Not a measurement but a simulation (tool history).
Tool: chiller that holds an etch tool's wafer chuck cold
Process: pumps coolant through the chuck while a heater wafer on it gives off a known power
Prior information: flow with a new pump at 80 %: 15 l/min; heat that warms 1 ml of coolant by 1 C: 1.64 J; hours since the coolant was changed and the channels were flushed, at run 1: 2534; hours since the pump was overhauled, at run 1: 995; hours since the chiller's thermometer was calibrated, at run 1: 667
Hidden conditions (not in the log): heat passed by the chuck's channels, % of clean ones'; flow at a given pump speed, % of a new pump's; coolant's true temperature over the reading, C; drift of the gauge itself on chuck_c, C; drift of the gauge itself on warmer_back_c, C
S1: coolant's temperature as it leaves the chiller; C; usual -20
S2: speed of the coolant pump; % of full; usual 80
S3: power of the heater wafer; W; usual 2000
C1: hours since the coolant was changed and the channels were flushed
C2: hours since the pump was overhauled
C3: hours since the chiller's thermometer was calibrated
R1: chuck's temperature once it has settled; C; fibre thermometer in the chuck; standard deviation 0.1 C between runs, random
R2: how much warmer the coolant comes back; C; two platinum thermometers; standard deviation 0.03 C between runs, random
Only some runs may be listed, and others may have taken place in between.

run,hour,S1,S2,S3,C1,C2,C3,R1,R2
1,0.0,-20,80,2000,2534,995,667,-3.2,4.95
2,19.8,-20,80,2000,2554,1015,687,-3.2,5.04
3,47.5,-20,80,2000,2582,1042,714,-3.0,5.06
4,82.2,-20,80,2000,2617,1077,749,-3.2,5.02
5,106.5,-19,80,2000,2641,1101,773,-2.0,5.00
6,139.9,-28,80,2000,2674,1135,807,-11.1,4.97
7,169.6,-28,80,2000,2704,1164,836,-10.9,5.01
8,208.2,-23,80,2000,2742,1203,875,-6.0,4.98
9,246.3,-23,80,2000,2781,1241,913,-6.1,4.98
10,284.3,-23,80,2000,2819,1279,951,-5.8,5.02
11,324.1,-23,80,2000,2858,1319,991,-5.7,5.00
12,349.6,-20,80,2000,2884,1344,1016,-3.0,5.10
13,368.4,-20,80,2000,2903,1363,1035,-2.8,5.05
14,386.5,-20,80,2000,2921,1381,1053,-2.9,5.05
15,406.5,-20,76,2000,2941,1401,1073,-2.3,5.31
16,443.7,-20,76,2000,2978,1438,1110,-2.1,5.32
17,472.5,-21,76,2000,3007,1467,1139,-3.2,5.29
18,508.6,-21,76,2000,3043,1503,1175,-3.2,5.35
19,548.5,-21,76,2000,3083,1543,1215,-3.0,5.30
20,573.0,-29,76,2000,3107,1568,1240,-11.2,5.29
21,605.1,-16,61,1771,3139,1600,1272,2.2,5.84
22,643.5,-19,60,2948,3178,1638,1310,11.2,9.92
23,677.1,-26,80,2616,3211,1672,1344,-3.0,6.60
24,708.2,-13,64,2000,3243,1703,1375,6.9,6.28
25,724.7,-20,80,1045,3259,1719,1391,-10.6,2.63
26,748.4,-20,80,1045,3283,1743,1415,-11.0,2.67
27,770.3,-20,85,1045,3305,1765,1437,-11.0,2.52
28,800.4,-20,79,1045,3335,1795,1467,-10.6,2.67
29,832.9,-20,87,1876,3367,1828,1500,-4.0,4.38
30,869.6,-20,80,1991,3404,1864,1536,-2.2,5.09
31,899.5,-24,99,1225,3434,1894,1566,-14.1,2.54

Difference, measured minus no-hidden-state, one row per run. Run-to-run variation is common to both terms; the gauge's own scatter need not be:
run,R1,R2
1,+2.3,+0.13
2,+2.2,+0.13
3,+2.3,+0.13
4,+2.3,+0.13
5,+2.3,+0.13
6,+2.4,+0.14
7,+2.4,+0.14
8,+2.5,+0.15
9,+2.5,+0.15
10,+2.5,+0.16
11,+2.6,+0.16
12,+2.6,+0.17
13,+2.6,+0.17
14,+2.6,+0.17
15,+2.7,+0.18
16,+2.8,+0.18
17,+2.9,+0.19
18,+2.9,+0.20
19,+3.0,+0.19
20,+3.0,+0.20
21,+3.0,+0.22
22,+5.0,+0.39
23,+4.0,+0.26
24,+3.5,+0.25
25,+1.7,+0.11
26,+1.7,+0.11
27,+1.7,+0.11
28,+1.8,+0.11
29,+3.0,+0.18
30,+3.3,+0.22
31,+2.0,+0.11
